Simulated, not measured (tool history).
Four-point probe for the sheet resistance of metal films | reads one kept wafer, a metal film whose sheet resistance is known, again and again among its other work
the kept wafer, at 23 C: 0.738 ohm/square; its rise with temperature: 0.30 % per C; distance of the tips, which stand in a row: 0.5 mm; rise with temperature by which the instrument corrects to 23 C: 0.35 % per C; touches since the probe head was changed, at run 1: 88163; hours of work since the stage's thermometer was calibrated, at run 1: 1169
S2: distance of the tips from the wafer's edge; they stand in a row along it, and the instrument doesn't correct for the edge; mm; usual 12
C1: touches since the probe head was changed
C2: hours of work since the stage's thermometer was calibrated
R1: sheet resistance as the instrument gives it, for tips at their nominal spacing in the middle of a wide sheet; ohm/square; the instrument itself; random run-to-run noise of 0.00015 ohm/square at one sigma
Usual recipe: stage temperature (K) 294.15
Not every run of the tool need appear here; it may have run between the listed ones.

Run 1, hour 0: usual settings; C1 88163; C2 1169. Result: R1 0.735737 ohm/square.
Run 2, hour 105: usual settings; C1 91488; C2 1213. Result: R1 0.735478 ohm/square.
Run 3, hour 184: usual settings; C1 93988; C2 1246. Result: R1 0.7354 ohm/square.
Run 4, hour 263.6: usual settings; C1 96510; C2 1280. Result: R1 0.734969 ohm/square.
Run 5, hour 352.9: usual settings; C1 99336; C2 1317. Result: R1 0.734975 ohm/square.
Run 6, hour 447.6: usual settings; C1 102334; C2 1357. Result: R1 0.734531 ohm/square.
At hour 498.1: new probe head fitted.
Run 7, hour 512.7: usual settings; C1 465; C2 1384. Result: R1 0.736789 ohm/square.
Run 8, hour 607.6: usual settings; C1 3468; C2 1424. Result: R1 0.736526 ohm/square.
Run 9, hour 661.5: usual settings but S2 7 mm; C1 5176; C2 1446. Result: R1 0.737664 ohm/square.
Run 10, hour 715.6: usual settings but S2 7 mm; C1 6890; C2 1469. Result: R1 0.737607 ohm/square.
Run 11, hour 805.1: usual settings; C1 9723; C2 1507. Result: R1 0.735855 ohm/square.
Run 12, hour 913.2: usual settings; C1 13146; C2 1552. Result: R1 0.735607 ohm/square.
Run 13, hour 1039.7: usual settings; C1 17150; C2 1605. Result: R1 0.735338 ohm/square.
Run 14, hour 1123.8: usual settings; C1 19814; C2 1641. Result: R1 0.735118 ohm/square.
Run 15, hour 1196.4: usual settings but S2 40 mm; C1 22112; C2 1671. Result: R1 0.734567 ohm/square.
Run 16, hour 1267.3: usual settings but S2 40 mm; C1 24357; C2 1701. Result: R1 0.733897 ohm/square.
Run 17, hour 1364.7: usual settings but S2 40 mm; C1 27443; C2 1742. Result: R1 0.73398 ohm/square.
Run 18, hour 1420.6: usual settings but S2 40 mm; C1 29212; C2 1765. Result: R1 0.73379 ohm/square.
Run 19, hour 1545.2: usual settings; C1 33156; C2 1818. Result: R1 0.734029 ohm/square.
Run 20, hour 1614.7: usual settings; C1 35358; C2 1847. Result: R1 0.7343 ohm/square.
Run 21, hour 1738.1: usual settings; C1 39264; C2 1899. Result: R1 0.733678 ohm/square.
Run 22, hour 1798.4: usual settings; C1 41174; C2 1924. Result: R1 0.733433 ohm/square.
Run 23, hour 1926.7: usual settings but stage temperature (K) 296.15, S2 7 mm; C1 45237; C2 1978. Result: R1 0.734069 ohm/square.
Run 24, hour 1989.2: usual settings but stage temperature (K) 296.15, S2 7 mm; C1 47216; C2 2004. Result: R1 0.733717 ohm/square.
Run 25, hour 2064.8: usual settings but stage temperature (K) 297.15, S2 38 mm; C1 49609; C2 2036. Result: R1 0.731409 ohm/square.
Run 26, hour 2183: usual settings but stage temperature (K) 297.15, S2 38 mm; C1 53352; C2 2085. Result: R1 0.730826 ohm/square.
Run 27, hour 2285.7: usual settings but stage temperature (K) 307.15, S2 52 mm; C1 56604; C2 2128. Result: R1 0.727406 ohm/square.
Run 28, hour 2357: usual settings but stage temperature (K) 293.15, S2 36 mm; C1 58861; C2 2158. Result: R1 0.731703 ohm/square.
Run 29, hour 2411.6: usual settings but stage temperature (K) 292.15, S2 41 mm; C1 60592; C2 2181. Result: R1 0.731876 ohm/square.
Run 30, hour 2518.9: usual settings but stage temperature (K) 302.15, S2 32 mm; C1 63986; C2 2226. Result: R1 0.72863 ohm/square.
Run 31, hour 2587: usual settings but stage temperature (K) 302.15, S2 32 mm; C1 66144; C2 2255. Result: R1 0.72827 ohm/square.
Run 32, hour 2652.9: usual settings but S2 18 mm; C1 68230; C2 2283. Result: R1 0.731015 ohm/square.
Run 33, hour 2718.3: usual settings but S2 18 mm; C1 70302; C2 2310. Result: R1 0.731164 ohm/square.
Run 34, hour 2797: usual settings but stage temperature (K) 303.15, S2 54 mm; C1 72793; C2 2343. Result: R1 0.727312 ohm/square.
Run 35, hour 2911.6: usual settings but stage temperature (K) 304.15, S2 40 mm; C1 76422; C2 2391. Result: R1 0.727011 ohm/square.
Run 36, hour 3016.5: usual settings but stage temperature (K) 308.15, S2 13 mm; C1 79742; C2 2435. Result: R1 0.726317 ohm/square.
Run 37, hour 3083.8: usual settings but stage temperature (K) 303.15, S2 4 mm; C1 81874; C2 2464. Result: R1 0.732688 ohm/square.
Run 38, hour 3145.9: usual settings but stage temperature (K) 293.15, S2 6 mm; C1 83841; C2 2490. Result: R1 0.732672 ohm/square.
Run 39, hour 3266.1: usual settings but stage temperature (K) 293.15, S2 6 mm; C1 87647; C2 2540. Result: R1 0.732515 ohm/square.
Run 40, hour 3361.9: usual settings but stage temperature (K) 302.15, S2 42 mm; C1 90680; C2 2580. Result: R1 0.726356 ohm/square.
Run 41, hour 3415.3: usual settings but stage temperature (K) 302.15, S2 42 mm; C1 92369; C2 2603. Result: R1 0.726339 ohm/square.
Run 42, hour 3477.7: usual settings but stage temperature (K) 302.15, S2 42 mm; C1 94346; C2 2629. Result: R1 0.726013 ohm/square.
Run 43, hour 3557.5: usual settings but stage temperature (K) 302.15, S2 42 mm; C1 96874; C2 2663. Result: R1 0.725923 ohm/square.
Run 44, hour 3654.7: usual settings but stage temperature (K) 298.15, S2 13 mm; C1 99951; C2 2703. Result: R1 0.727527 ohm/square.

Branching from run 44: 4 alternative next runs. What would each branch give?
Run A, hour 3724.6: usual settings but stage temperature (K) 300.15, S2 5 mm; C1 102165; C2 2733. Result: R1 ?.
Run B, hour 3724.6: usual settings but stage temperature (K) 301.15; C1 102165; C2 2733. Result: R1 ?.
Run C, hour 3724.6: usual settings but stage temperature (K) 293.15, S2 34 mm; C1 102165; C2 2733. Result: R1 ?.
Run D, hour 3724.6: usual settings but stage temperature (K) 307.15, S2 46 mm; C1 102165; C2 2733. Result: R1 ?.

run        R1
  A  0.729846
  B  0.726585
  C  0.728511
  D  0.724094
Without the tool's unlogged condition, the same runs would have read:
run        R1
  A  0.740452
  B  0.737142
  C  0.739141
  D  0.734583
